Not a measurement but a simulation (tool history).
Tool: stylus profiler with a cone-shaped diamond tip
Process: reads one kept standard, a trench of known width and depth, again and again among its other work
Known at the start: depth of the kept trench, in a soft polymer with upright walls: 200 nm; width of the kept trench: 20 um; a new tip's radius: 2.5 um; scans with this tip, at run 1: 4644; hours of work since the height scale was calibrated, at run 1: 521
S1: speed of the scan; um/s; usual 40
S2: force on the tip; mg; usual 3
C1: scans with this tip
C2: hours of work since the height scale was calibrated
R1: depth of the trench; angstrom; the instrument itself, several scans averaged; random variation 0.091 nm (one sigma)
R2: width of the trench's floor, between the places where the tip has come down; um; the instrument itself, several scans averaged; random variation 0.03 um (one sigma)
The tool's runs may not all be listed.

| run | hour | S1 | S2 | C1 | C2 | R1 | R2 |
|---|---|---|---|---|---|---|---|
| 1 | 0 | 40 | 3 | 4644 | 521 | 2021.1 | 17.6 |
| 2 | 26 | 40 | 3 | 4743 | 532 | 2021.6 | 17.61 |
| 3 | 41.7 | 40 | 1.04 | 4802 | 538 | 2013.2 | 17.48 |
| 4 | 67.3 | 40 | 1.04 | 4899 | 549 | 2012.9 | 17.5 |
| 5 | 81.8 | 40 | 5.77 | 4954 | 555 | 2030.9 | 17.62 |
| 6 | 106.5 | 40 | 3 | 5048 | 566 | 2021.3 | 17.58 |
| 7 | 128.9 | 40 | 3 | 5132 | 576 | 2021.3 | 17.61 |
|  | 132 | height scale calibrated on a step standard |
| 8 | 157 | 40 | 3 | 5237 | 11 | 2021.9 | 17.59 |
| 9 | 175.4 | 29 | 3 | 5307 | 18 | 2023.3 | 17.67 |
|  | 180.3 | height scale calibrated on a step standard, once more |
| 10 | 193.9 | 29 | 3 | 5375 | 6 | 2018.1 | 17.56 |
| 11 | 207.7 | 40 | 1.96 | 5427 | 12 | 2013.5 | 17.51 |
| 12 | 229.4 | 40 | 1.96 | 5509 | 21 | 2015.2 | 17.48 |
| 13 | 249.7 | 40 | 1.96 | 5586 | 29 | 2012.9 | 17.55 |
| 14 | 282 | 20 | 3.38 | 5708 | 43 | 2019.4 | 17.59 |
| 15 | 303.1 | 17 | 4.63 | 5788 | 52 | 2023.3 | 17.66 |
| 16 | 323.9 | 17 | 4.63 | 5867 | 61 | 2024.4 | 17.58 |
| 17 | 343.3 | 83 | 1.93 | 5941 | 69 | 2013.6 | 17.31 |
| 18 | 375 | 83 | 1.93 | 6061 | 83 | 2014.2 | 17.3 |
| 19 | 394.1 | 64 | 1.02 | 6133 | 91 | 2011.3 | 17.22 |

Run 20 comes next. What will it give?
| 20 | 408 | 61 | 1.13 | 6186 | 97 | ? | ? |

Run 20 gave R1 2010.9 angstrom, R2 17.3 um.
Without the tool's hidden state the same run would have given R1 2009.2 angstrom, R2 17.66 um.
